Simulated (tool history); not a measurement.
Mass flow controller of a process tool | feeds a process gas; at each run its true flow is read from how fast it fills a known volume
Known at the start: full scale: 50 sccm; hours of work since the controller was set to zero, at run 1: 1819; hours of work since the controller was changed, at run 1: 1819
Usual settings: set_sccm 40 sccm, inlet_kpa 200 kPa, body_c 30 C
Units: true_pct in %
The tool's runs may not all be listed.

run    hour  set_sccm  inlet_kpa  body_c  hours of work since the controller was set to zero  hours of work since the controller was changed  true_pct
  1       0        40        200      30                                                1819                                            1819     99.37
  2   105.2        40        200      30                                                1893                                            1893     99.26
  3   205.3        40        200      30                                                1964                                            1964     99.24
  4   323.3        40        200      30                                                2047                                            2047     99.14
  5   438.2        10        200      30                                                2128                                            2128     97.66
  6   538.1        40        200      30                                                2198                                            2198      99.3
  7   628.5        40        229      30                                                2262                                            2262     99.44
  8   721.9        40        200      30                                                2328                                            2328     99.13
  9   829.3        12        200      30                                                2403                                            2403     97.82
 10   944.8        12        200      30                                                2485                                            2485     97.81
 11  1002.6        12        200      30                                                2526                                            2526     97.77
     1011.2  -- controller's zero set anew
 12  1115.4        12        200      30                                                  73                                            2605     97.01
 13  1248.9        12        200      30                                                 167                                            2699     97.12
 14  1313.3         9        200      37                                                 213                                            2744     96.41
 15  1404.1         9        200      37                                                 277                                            2808     96.53
 16    1486         7        185      24                                                 335                                            2866     95.27
     1511.9  -- controller's zero set anew, once more
 17  1610.8        21        200      32                                                  70                                            2953     99.24
 18  1697.6        24        226      20                                                 131                                            3014     99.16
 19  1814.9        24        226      20                                                 214                                            3097     99.12
 20    1945        34        226      27                                                 305                                            3189     99.34

The next listed run, before its measurement:
 21  2073        41        200      30                                                 395                                            3279         ?

{"run 21": {"true_pct": 99.37}}
Without the tool's hidden state the same run would have given true_pct 100.03 %.
